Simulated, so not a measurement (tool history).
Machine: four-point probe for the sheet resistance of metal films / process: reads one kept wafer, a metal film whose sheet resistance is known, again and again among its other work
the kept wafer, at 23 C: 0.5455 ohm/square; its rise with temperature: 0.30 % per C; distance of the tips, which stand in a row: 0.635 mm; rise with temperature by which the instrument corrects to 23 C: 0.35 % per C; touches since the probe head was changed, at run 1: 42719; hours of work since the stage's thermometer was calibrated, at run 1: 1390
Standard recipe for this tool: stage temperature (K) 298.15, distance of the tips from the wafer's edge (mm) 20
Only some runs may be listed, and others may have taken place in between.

run,hour,stage temperature (K),distance of the tips from the wafer's edge (mm),touches since the probe head was changed,hours of work since the stage's thermometer was calibrated,sheet resistance as the instrument gives it (ohm/square)
1,0.0,298.15,20,42719,1390,0.541984
2,31.6,302.15,20,43864,1410,0.540756
3,49.3,302.15,3,44507,1421,0.553032
4,85.9,302.15,68,45835,1444,0.540693
5,110.8,302.15,68,46741,1459,0.540539
# hour 138.5: stage's thermometer calibrated
6,141.8,302.15,68,47847,2,0.541049
7,159.9,302.15,68,48504,13,0.540918
8,189.3,302.15,54,49571,32,0.540991
9,217.7,298.15,20,50600,50,0.542138
10,255.3,298.15,20,51963,73,0.542276
11,286.9,298.15,20,53112,93,0.542106
12,319.1,298.15,20,54278,113,0.542011
13,345.0,296.15,4,55219,129,0.549540
14,383.3,295.15,30,56607,153,0.542756
15,414.6,298.15,5,57744,173,0.546277
16,432.7,305.15,6,58400,184,0.543073
17,450.3,305.15,6,59038,195,0.543210
18,474.4,293.15,13,59915,211,0.543512
19,510.0,307.15,7,61207,233,0.541718
20,527.7,297.15,6,61850,244,0.545219
21,552.9,297.15,6,62761,260,0.545219

Below are 3 alternative next runs, each starting from the tool's condition after run 21. Predict each:
A,568.8,304.15,57,63341,270,?
B,568.8,304.15,20,63341,270,?
C,568.8,298.15,45,63341,270,?

run,sheet resistance as the instrument gives it (ohm/square)
A,0.539978
B,0.540281
C,0.541559
Take away the tool's hidden state, keep each run's random variation, and the runs would have read:
run,sheet resistance as the instrument gives it (ohm/square)
A,0.543417
B,0.543722
C,0.545009

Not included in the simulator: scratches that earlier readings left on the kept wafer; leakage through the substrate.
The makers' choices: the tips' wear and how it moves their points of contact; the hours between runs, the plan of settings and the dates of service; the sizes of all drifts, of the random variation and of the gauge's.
